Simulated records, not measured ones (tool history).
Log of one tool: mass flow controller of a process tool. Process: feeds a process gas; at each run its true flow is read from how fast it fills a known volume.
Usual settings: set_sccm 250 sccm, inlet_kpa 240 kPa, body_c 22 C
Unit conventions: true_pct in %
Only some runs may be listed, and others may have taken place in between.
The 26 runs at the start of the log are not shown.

run	hour	set_sccm	inlet_kpa	body_c	true_pct
27	3315.1	78	152	38	98.5
28	3486.2	411	182	24	99.93
29	3567.4	250	240	26	99.09
30	3700	250	240	26	98.99
31	3796.2	250	240	26	99.07
32	3895.3	297	240	26	99.21
33	4027.6	69	178	21	99.25
34	4208.6	259	240	38	98.5
35	4380.9	259	240	24	99.12
36	4549.8	54	240	24	98.64
37	4724.4	54	240	24	98.57
38	4851.4	54	240	24	98.71
39	4963.7	320	209	22	99.71
40	5091.7	319	209	30	99.21
41	5196.1	319	209	30	99.19
42	5274.7	477	240	38	99.01
43	5385.5	210	149	21	99.62
44	5535.1	210	149	21	99.73
45	5699.7	222	203	33	98.97
46	5780.8	222	203	33	98.86
47	5893.7	56	203	22	98.92
48	6037.4	56	203	22	98.91

Below are 5 alternative next runs, each starting from the tool's condition after run 48. Predict each:
A	6146.1	171	256	25	?
B	6146.1	56	203	30	?
C	6146.1	75	203	22	?
D	6146.1	56	266	22	?
E	6146.1	56	143	22	?

run	true_pct
A	98.94
B	98.66
C	99.01
D	98.56
E	99.27
Without the tool's unlogged condition, the same runs would have read:
run	true_pct
A	98.93
B	98.64
C	99
D	98.55
E	99.25
